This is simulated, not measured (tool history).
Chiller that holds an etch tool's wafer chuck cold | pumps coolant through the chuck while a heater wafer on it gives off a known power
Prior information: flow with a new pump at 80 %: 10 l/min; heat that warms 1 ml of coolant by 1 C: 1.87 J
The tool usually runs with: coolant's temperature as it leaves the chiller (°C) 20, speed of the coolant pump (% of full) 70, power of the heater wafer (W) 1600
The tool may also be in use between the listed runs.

run,hour,coolant's temperature as it leaves the chiller (°C),speed of the coolant pump (% of full),power of the heater wafer (W),chuck's temperature once it has settled (°C),how much warmer the coolant comes back (C)
1,0.0,20,70,1600,33.4,5.93
2,14.2,17,70,1600,30.4,5.95
3,44.7,17,70,1600,30.4,5.92
4,67.3,17,70,1600,30.4,5.91
5,91.8,17,70,1600,30.5,5.94
6,124.4,17,70,1600,30.3,5.97
7,142.0,17,70,1600,30.3,5.88
8,165.2,17,70,1600,30.4,5.87
9,186.6,17,70,1600,30.3,5.89
10,209.2,17,70,1600,30.5,5.86
11,224.9,17,70,1600,30.4,5.87
12,246.0,17,70,1600,30.5,5.84
13,259.9,20,70,1600,33.5,5.85
14,278.2,20,70,1600,33.6,5.83
15,308.0,20,77,1600,32.4,5.21
16,333.7,20,70,1600,33.6,5.89
17,363.7,15,70,893,22.5,3.13
18,395.8,20,85,910,26.5,2.55
19,416.3,20,85,910,26.5,2.56
20,430.0,20,85,910,26.4,2.52
21,460.3,17,99,910,22.8,2.13
22,478.4,11,88,1600,22.3,4.48
23,502.4,11,88,1600,22.1,4.47
24,533.3,11,88,1600,22.1,4.42
25,562.7,19,70,1600,32.6,5.66
26,587.5,19,70,1600,32.5,5.68
27,615.8,20,70,1560,33.0,5.58
# hour 627.0: gauge calibrated
28,639.7,23,70,1560,36.0,5.81
29,664.4,20,70,1125,29.4,4.20

For run 30, what comes out?
30,684.1,27,62,856,?,?

chuck's temperature once it has settled (°C): 35.0
how much warmer the coolant comes back (C): 3.58
On a tool with no hidden condition, and with the same random variation, this run would have come out at chuck's temperature once it has settled (°C) 35.0, how much warmer the coolant comes back (C) 3.60.

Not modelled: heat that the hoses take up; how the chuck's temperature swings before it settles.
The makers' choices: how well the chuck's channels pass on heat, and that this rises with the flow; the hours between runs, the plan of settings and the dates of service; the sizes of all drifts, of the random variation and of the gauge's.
